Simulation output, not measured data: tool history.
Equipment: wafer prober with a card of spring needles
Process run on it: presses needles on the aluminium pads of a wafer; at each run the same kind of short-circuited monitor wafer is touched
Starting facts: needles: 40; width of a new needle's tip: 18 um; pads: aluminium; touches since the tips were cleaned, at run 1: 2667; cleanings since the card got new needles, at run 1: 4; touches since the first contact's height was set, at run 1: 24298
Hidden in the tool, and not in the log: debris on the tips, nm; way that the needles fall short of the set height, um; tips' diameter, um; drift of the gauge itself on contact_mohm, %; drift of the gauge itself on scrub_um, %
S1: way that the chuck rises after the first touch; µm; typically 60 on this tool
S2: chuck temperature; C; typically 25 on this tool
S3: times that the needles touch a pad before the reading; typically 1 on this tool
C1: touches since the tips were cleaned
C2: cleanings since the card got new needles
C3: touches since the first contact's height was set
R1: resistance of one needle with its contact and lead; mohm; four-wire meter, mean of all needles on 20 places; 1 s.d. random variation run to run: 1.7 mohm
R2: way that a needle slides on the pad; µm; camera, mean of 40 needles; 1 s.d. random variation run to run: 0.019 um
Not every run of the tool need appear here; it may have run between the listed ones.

| run | hour | S1 | S2 | S3 | C1 | C2 | C3 | R1 | R2 |
|---|---|---|---|---|---|---|---|---|---|
| 1 | 0.0 | 60 | 25 | 1 | 2667 | 4 | 24298 | 233 | 10.08 |
|  | 8.9 | tips cleaned on abrasive film |
| 2 | 8.9 | 60 | 25 | 1 | 0 | 5 | 25971 | 261 | 10.05 |
| 3 | 16.9 | 60 | 25 | 1 | 1521 | 5 | 27492 | 268 | 10.03 |
| 4 | 25.3 | 60 | 25 | 2 | 3109 | 5 | 29080 | 233 | 10.02 |
| 5 | 30.2 | 60 | 25 | 2 | 4036 | 5 | 30007 | 231 | 10.01 |
|  | 32.2 | tips cleaned on abrasive film |
| 6 | 41.7 | 60 | 25 | 1 | 1804 | 6 | 32162 | 218 | 10.02 |
|  | 48.7 | tips cleaned on abrasive film, once more |
| 7 | 48.7 | 60 | 25 | 1 | 0 | 7 | 33471 | 174 | 10.02 |
| 8 | 54.3 | 60 | 39 | 1 | 1068 | 7 | 34539 | 204 | 9.99 |
| 9 | 63.2 | 60 | 39 | 1 | 2751 | 7 | 36222 | 232 | 9.99 |
|  | 72.0 | tips cleaned on abrasive film |
| 10 | 72.0 | 72 | 39 | 2 | 0 | 8 | 37878 | 171 | 12.01 |
| 11 | 79.8 | 60 | 50 | 2 | 1481 | 8 | 39359 | 201 | 9.99 |
| 12 | 86.9 | 60 | 50 | 2 | 2822 | 8 | 40700 | 209 | 9.97 |
|  | 95.1 | tips cleaned on abrasive film |
| 13 | 97.8 | 42 | 33 | 3 | 512 | 9 | 42750 | 188 | 6.92 |
| 14 | 102.6 | 60 | 113 | 1 | 1420 | 9 | 43658 | 227 | 9.93 |
| 15 | 111.2 | 47 | 35 | 1 | 3051 | 9 | 45289 | 280 | 7.75 |
|  | 118.0 | tips cleaned on abrasive film |
| 16 | 118.0 | 70 | 35 | 1 | 0 | 10 | 46570 | 173 | 11.65 |

Here are 4 independent what-if runs from the current tool condition. What would each one return?
| A | 128.7 | 46 | 48 | 2 | 2028 | 10 | 48598 | ? | ? |
| B | 128.7 | 74 | 59 | 1 | 2028 | 10 | 48598 | ? | ? |
| C | 128.7 | 53 | 35 | 2 | 2028 | 10 | 48598 | ? | ? |
| D | 128.7 | 70 | 35 | 3 | 2028 | 10 | 48598 | ? | ? |

| run | R1 | R2 |
|---|---|---|
| A | 225 | 7.57 |
| B | 207 | 12.29 |
| C | 208 | 8.75 |
| D | 179 | 11.62 |
The same runs, with their run-to-run variation unchanged, on a tool lacking any hidden condition would have given:
| run | R1 | R2 |
|---|---|---|
| A | 179 | 7.73 |
| B | 173 | 12.44 |
| C | 172 | 8.91 |
| D | 166 | 11.77 |
